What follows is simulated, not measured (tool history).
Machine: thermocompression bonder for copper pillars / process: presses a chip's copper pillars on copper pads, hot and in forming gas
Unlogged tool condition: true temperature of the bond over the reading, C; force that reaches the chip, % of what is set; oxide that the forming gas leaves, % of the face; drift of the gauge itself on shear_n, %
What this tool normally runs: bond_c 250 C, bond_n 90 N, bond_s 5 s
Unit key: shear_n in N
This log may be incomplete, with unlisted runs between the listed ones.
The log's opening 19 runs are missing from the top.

| run | hour | bond_c | bond_n | bond_s | hours of work since the heater was calibrated | hours of work since the force cell was calibrated | hours of work since the gas filter was changed | shear_n |
|---|---|---|---|---|---|---|---|---|
|  | 145.4 | heater calibrated with a thermocouple chip |
| 20 | 150.6 | 259 | 90 | 10 | 4 | 317 | 122 | 85.3 |
| 21 | 155.7 | 265 | 72 | 11 | 7 | 321 | 126 | 80.2 |
| 22 | 161.7 | 265 | 72 | 11 | 11 | 325 | 130 | 79.9 |
| 23 | 171.7 | 277 | 72 | 9 | 18 | 332 | 137 | 88.8 |
| 24 | 179.9 | 277 | 72 | 9 | 24 | 338 | 142 | 86.3 |
| 25 | 187.1 | 277 | 72 | 9 | 29 | 342 | 147 | 87.6 |
| 26 | 196.8 | 249 | 106 | 6 | 35 | 349 | 154 | 71.7 |
|  | 204.2 | heater calibrated with a thermocouple chip, once more |
| 27 | 207.2 | 250 | 124 | 4 | 2 | 355 | 160 | 70.3 |
| 28 | 213.8 | 234 | 65 | 10 | 7 | 359 | 164 | 42.6 |
| 29 | 223.1 | 250 | 123 | 5 | 13 | 366 | 171 | 75.3 |
| 30 | 231.6 | 221 | 85 | 5 | 19 | 372 | 177 | 31.6 |
| 31 | 236.4 | 250 | 54 | 9 | 22 | 375 | 180 | 44.5 |
| 32 | 241.7 | 258 | 90 | 5 | 26 | 378 | 183 | 64.7 |
| 33 | 248.8 | 261 | 107 | 7 | 31 | 383 | 188 | 85.6 |
| 34 | 257.4 | 233 | 107 | 7 | 37 | 389 | 194 | 57.5 |
| 35 | 267.3 | 233 | 90 | 13 | 43 | 396 | 201 | 61.7 |
| 36 | 272.2 | 233 | 107 | 3 | 47 | 399 | 204 | 40.7 |
| 37 | 280.2 | 247 | 84 | 5 | 52 | 405 | 210 | 49.7 |
| 38 | 287.0 | 269 | 109 | 15 | 57 | 410 | 215 | 109.3 |
| 39 | 294.4 | 264 | 99 | 6 | 62 | 415 | 220 | 79.4 |
| 40 | 299.4 | 265 | 57 | 6 | 65 | 418 | 223 | 51.4 |

4 options for the next run, each taken on its own from the tool as it stands now. Forecast them:
| A | 307.0 | 245 | 133 | 7 | 71 | 423 | 228 | ? |
| B | 307.0 | 257 | 61 | 3 | 71 | 423 | 228 | ? |
| C | 307.0 | 280 | 83 | 5 | 71 | 423 | 228 | ? |
| D | 307.0 | 265 | 134 | 13 | 71 | 423 | 228 | ? |

| run | shear_n |
|---|---|
| A | 82.8 |
| B | 36.9 |
| C | 81.0 |
| D | 116.4 |
Take away the tool's hidden state, keep each run's random variation, and the runs would have read:
| run | shear_n |
|---|---|
| A | 84.0 |
| B | 37.3 |
| C | 82.3 |
| D | 119.2 |
